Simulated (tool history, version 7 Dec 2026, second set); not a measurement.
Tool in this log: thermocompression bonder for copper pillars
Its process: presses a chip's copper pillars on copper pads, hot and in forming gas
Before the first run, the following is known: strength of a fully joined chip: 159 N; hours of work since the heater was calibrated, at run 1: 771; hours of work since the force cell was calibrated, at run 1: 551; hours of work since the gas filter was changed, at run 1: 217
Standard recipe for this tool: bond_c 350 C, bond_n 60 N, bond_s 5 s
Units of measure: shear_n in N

| run | day | bond_c | bond_n | bond_s | hours of work since the heater was calibrated | hours of work since the force cell was calibrated | hours of work since the gas filter was changed | shear_n |
|---|---|---|---|---|---|---|---|---|
| 1 | 0.000 | 350 | 60 | 5 | 771 | 551 | 217 | 83.8 |
| 2 | 0.904 | 350 | 60 | 5 | 782 | 562 | 228 | 85.6 |
| 3 | 2.117 | 350 | 60 | 5 | 797 | 577 | 243 | 84.9 |
|  | 2.717 | heater calibrated with a thermocouple chip |
| 4 | 2.983 | 350 | 60 | 5 | 3 | 587 | 252 | 85.3 |
| 5 | 4.171 | 350 | 60 | 5 | 18 | 601 | 267 | 85.2 |
| 6 | 5.312 | 350 | 60 | 5 | 32 | 615 | 281 | 86.5 |
| 7 | 6.283 | 350 | 60 | 5 | 44 | 627 | 293 | 84.4 |
| 8 | 6.871 | 350 | 60 | 5 | 51 | 635 | 300 | 85.4 |
| 9 | 7.662 | 350 | 58 | 5 | 61 | 644 | 310 | 82.6 |
| 10 | 8.500 | 350 | 58 | 5 | 71 | 655 | 320 | 83.8 |
| 11 | 9.688 | 350 | 58 | 5 | 85 | 669 | 334 | 82.6 |
| 12 | 10.362 | 350 | 58 | 5 | 94 | 677 | 343 | 83.2 |
| 13 | 11.325 | 371 | 46 | 5 | 105 | 689 | 355 | 78.2 |
| 14 | 12.017 | 350 | 89 | 5 | 114 | 698 | 363 | 113.0 |
| 15 | 12.517 | 374 | 89 | 5 | 120 | 704 | 369 | 124.1 |
| 16 | 13.712 | 338 | 49 | 10 | 135 | 718 | 384 | 84.6 |
| 17 | 14.729 | 368 | 70 | 4 | 147 | 731 | 396 | 98.4 |
| 18 | 15.283 | 328 | 76 | 3 | 154 | 738 | 403 | 73.5 |
| 19 | 16.383 | 356 | 76 | 14 | 167 | 751 | 417 | 131.3 |
| 20 | 17.200 | 339 | 63 | 5 | 177 | 761 | 427 | 82.0 |
| 21 | 18.375 | 350 | 64 | 4 | 192 | 776 | 441 | 83.5 |

Forecast run 22:
|  | 19.058 | forming gas filter changed |
| 22 | 19.117 | 350 | 54 | 10 | 201 | 784 | 1 | ? |

Run 22 gave shear_n 96.8 N.
With no hidden state in the tool, this same run would have given shear_n 97.0 N.
